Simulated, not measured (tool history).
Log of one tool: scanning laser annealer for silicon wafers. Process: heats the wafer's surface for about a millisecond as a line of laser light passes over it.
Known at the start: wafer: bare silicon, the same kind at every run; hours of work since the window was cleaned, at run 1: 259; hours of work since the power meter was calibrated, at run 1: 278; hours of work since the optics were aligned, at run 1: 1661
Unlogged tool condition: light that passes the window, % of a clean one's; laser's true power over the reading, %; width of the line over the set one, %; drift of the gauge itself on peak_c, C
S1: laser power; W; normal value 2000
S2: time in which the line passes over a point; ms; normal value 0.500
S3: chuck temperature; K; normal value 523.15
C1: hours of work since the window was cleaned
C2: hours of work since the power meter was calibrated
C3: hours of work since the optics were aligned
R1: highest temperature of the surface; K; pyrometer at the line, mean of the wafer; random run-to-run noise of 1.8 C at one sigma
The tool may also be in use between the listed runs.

run 1 day=0.000 | S1=2000 S2=0.500 S3=523.15 | C1=259 C2=278 C3=1661 | R1=1250.15
run 2 day=0.446 | S1=2000 S2=0.500 S3=523.15 | C1=264 C2=283 C3=1666 | R1=1249.15
run 3 day=1.038 | S1=2000 S2=0.500 S3=523.15 | C1=270 C2=289 C3=1672 | R1=1250.15
run 4 day=1.854 | S1=2000 S2=0.500 S3=523.15 | C1=278 C2=297 C3=1680 | R1=1248.15
-- day=2.162 optics aligned, line set to its width
run 5 day=2.596 | S1=2000 S2=0.500 S3=523.15 | C1=284 C2=303 C3=4 | R1=1265.15
run 6 day=3.142 | S1=2000 S2=0.500 S3=523.15 | C1=289 C2=308 C3=10 | R1=1262.15
run 7 day=3.717 | S1=2000 S2=0.500 S3=523.15 | C1=295 C2=314 C3=16 | R1=1264.15
run 8 day=4.533 | S1=2000 S2=0.500 S3=523.15 | C1=304 C2=322 C3=24 | R1=1262.15
run 9 day=4.983 | S1=2000 S2=0.500 S3=541.15 | C1=308 C2=327 C3=29 | R1=1285.15
run 10 day=5.450 | S1=2000 S2=0.500 S3=541.15 | C1=313 C2=332 C3=34 | R1=1281.15
run 11 day=5.992 | S1=2000 S2=0.500 S3=541.15 | C1=319 C2=337 C3=39 | R1=1283.15
run 12 day=6.521 | S1=2000 S2=0.500 S3=541.15 | C1=324 C2=343 C3=45 | R1=1281.15
run 13 day=6.967 | S1=2000 S2=0.500 S3=541.15 | C1=328 C2=347 C3=49 | R1=1286.15
run 14 day=7.362 | S1=2000 S2=0.500 S3=541.15 | C1=333 C2=351 C3=53 | R1=1282.15
run 15 day=7.988 | S1=2000 S2=0.500 S3=541.15 | C1=339 C2=358 C3=59 | R1=1282.15
run 16 day=8.642 | S1=2000 S2=0.500 S3=541.15 | C1=346 C2=364 C3=66 | R1=1282.15
run 17 day=9.221 | S1=2000 S2=0.500 S3=541.15 | C1=351 C2=370 C3=72 | R1=1283.15
run 18 day=9.871 | S1=2152 S2=0.367 S3=505.15 | C1=358 C2=377 C3=79 | R1=1185.15
run 19 day=10.346 | S1=2152 S2=0.367 S3=505.15 | C1=363 C2=382 C3=84 | R1=1185.15
run 20 day=11.167 | S1=2127 S2=0.404 S3=487.15 | C1=371 C2=390 C3=92 | R1=1193.15
run 21 day=11.621 | S1=2127 S2=0.404 S3=487.15 | C1=376 C2=395 C3=97 | R1=1191.15
run 22 day=12.296 | S1=2060 S2=0.475 S3=537.15 | C1=383 C2=402 C3=104 | R1=1279.15
run 23 day=12.733 | S1=2060 S2=0.567 S3=537.15 | C1=387 C2=406 C3=108 | R1=1341.15
run 24 day=13.496 | S1=1848 S2=0.414 S3=537.15 | C1=395 C2=414 C3=116 | R1=1163.15
run 25 day=14.238 | S1=1722 S2=0.413 S3=523.15 | C1=403 C2=422 C3=123 | R1=1111.15
run 26 day=14.879 | S1=2000 S2=0.418 S3=523.15 | C1=409 C2=428 C3=130 | R1=1200.15
run 27 day=15.500 | S1=1995 S2=0.373 S3=524.15 | C1=416 C2=434 C3=136 | R1=1160.15
run 28 day=16.150 | S1=2146 S2=0.381 S3=524.15 | C1=422 C2=441 C3=143 | R1=1217.15
run 29 day=16.588 | S1=2146 S2=0.538 S3=548.15 | C1=427 C2=446 C3=147 | R1=1360.15
run 30 day=17.325 | S1=2042 S2=0.356 S3=505.15 | C1=434 C2=453 C3=155 | R1=1143.15

Branching from run 30: 4 alternative next runs. What would each branch give?
run A day=17.950 | S1=2042 S2=0.356 S3=508.15 | C1=441 C2=459 C3=161 | R1=?
run B day=17.950 | S1=1976 S2=0.372 S3=497.15 | C1=441 C2=459 C3=161 | R1=?
run C day=17.950 | S1=2042 S2=0.356 S3=535.15 | C1=441 C2=459 C3=161 | R1=?
run D day=17.950 | S1=2111 S2=0.500 S3=547.15 | C1=441 C2=459 C3=161 | R1=?

run=A R1=1148.15
run=B R1=1130.15
run=C R1=1176.15
run=D R1=1323.15
Without the tool's hidden state the same runs would have given:
run=A R1=1155.15
run=B R1=1138.15
run=C R1=1183.15
run=D R1=1332.15

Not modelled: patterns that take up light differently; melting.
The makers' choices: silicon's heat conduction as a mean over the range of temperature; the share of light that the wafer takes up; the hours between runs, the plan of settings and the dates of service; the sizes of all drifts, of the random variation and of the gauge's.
